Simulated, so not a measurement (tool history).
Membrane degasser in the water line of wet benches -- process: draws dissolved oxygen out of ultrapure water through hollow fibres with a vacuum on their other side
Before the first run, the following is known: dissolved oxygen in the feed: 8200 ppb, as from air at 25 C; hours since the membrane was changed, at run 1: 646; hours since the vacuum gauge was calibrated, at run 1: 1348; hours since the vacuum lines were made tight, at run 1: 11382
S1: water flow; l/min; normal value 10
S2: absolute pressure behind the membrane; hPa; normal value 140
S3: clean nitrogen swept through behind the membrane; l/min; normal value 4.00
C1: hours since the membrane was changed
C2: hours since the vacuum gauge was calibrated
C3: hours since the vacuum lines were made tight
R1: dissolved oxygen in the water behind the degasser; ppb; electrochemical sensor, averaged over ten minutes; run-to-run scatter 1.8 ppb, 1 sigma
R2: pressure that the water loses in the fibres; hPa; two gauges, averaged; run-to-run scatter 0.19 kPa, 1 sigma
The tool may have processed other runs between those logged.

run	hour	S1	S2	S3	C1	C2	C3	R1	R2
1	0.0	10	140	4.00	646	1348	11382	186.7	412.8
2	98.9	12	140	4.00	745	1447	11481	280.2	489.4
3	196.8	12	140	4.00	843	1545	11579	280.0	491.9
4	299.2	10	140	4.00	945	1647	11681	189.1	410.0
5	390.1	10	140	4.00	1036	1738	11772	187.4	407.8
6	444.0	10	140	4.00	1090	1792	11826	187.5	407.6
7	498.9	10	140	4.00	1145	1847	11881	188.3	410.1
8	555.2	10	140	4.00	1201	1903	11937	188.3	409.7
9	646.9	10	140	4.00	1293	1995	12029	191.2	410.6
10	735.3	10	140	5.13	1381	2083	12117	174.2	410.4
11	782.6	10	140	9.02	1429	2130	12164	150.1	410.9
12	860.6	10	140	4.00	1507	2208	12242	188.6	413.2
13	906.9	10	140	4.00	1553	2255	12289	185.0	413.2
14	948.9	10	140	1.61	1595	2297	12331	285.5	410.2
15	1027.2	7	251	2.83	1673	2375	12409	181.9	289.3
16	1113.2	11	160	6.05	1759	2461	12495	219.0	452.4
17	1185.3	13	333	6.05	1831	2533	12567	404.2	540.8
18	1286.0	10	156	1.62	1932	2634	12668	306.5	413.2
19	1338.9	11	282	6.95	1985	2687	12721	257.9	453.4
# hour 1371.5: seals of the vacuum lines changed
20	1412.5	11	282	6.95	2057	2758	41	254.7	451.3
21	1489.9	15	106	1.94	2134	2836	118	478.3	615.3
22	1545.7	15	106	1.94	2190	2891	174	476.3	619.3
23	1617.4	15	106	1.94	2261	2963	246	476.5	611.6
24	1720.0	10	110	4.69	2364	3066	349	156.7	414.4
25	1772.3	8	142	4.00	2416	3118	401	111.9	329.1
26	1848.9	8	142	9.81	2493	3195	477	79.5	327.4

Below are 3 alternative next runs, each starting from the tool's condition after run 26. Predict each:
# hour 1865.3: vacuum gauge calibrated
A	1948.7	8	84	5.65	2592	83	577	?	?
# hour 1865.3: vacuum gauge calibrated
B	1948.7	14	337	3.23	2592	83	577	?	?
# hour 1865.3: vacuum gauge calibrated
C	1948.7	13	140	7.64	2592	83	577	?	?

run	R1	R2
A	77.5	329.8
B	582.5	576.9
C	287.4	535.5
Take away the tool's hidden state, keep each run's random variation, and the runs would have read:
run	R1	R2
A	74.9	326.9
B	573.9	571.8
C	280.0	530.8

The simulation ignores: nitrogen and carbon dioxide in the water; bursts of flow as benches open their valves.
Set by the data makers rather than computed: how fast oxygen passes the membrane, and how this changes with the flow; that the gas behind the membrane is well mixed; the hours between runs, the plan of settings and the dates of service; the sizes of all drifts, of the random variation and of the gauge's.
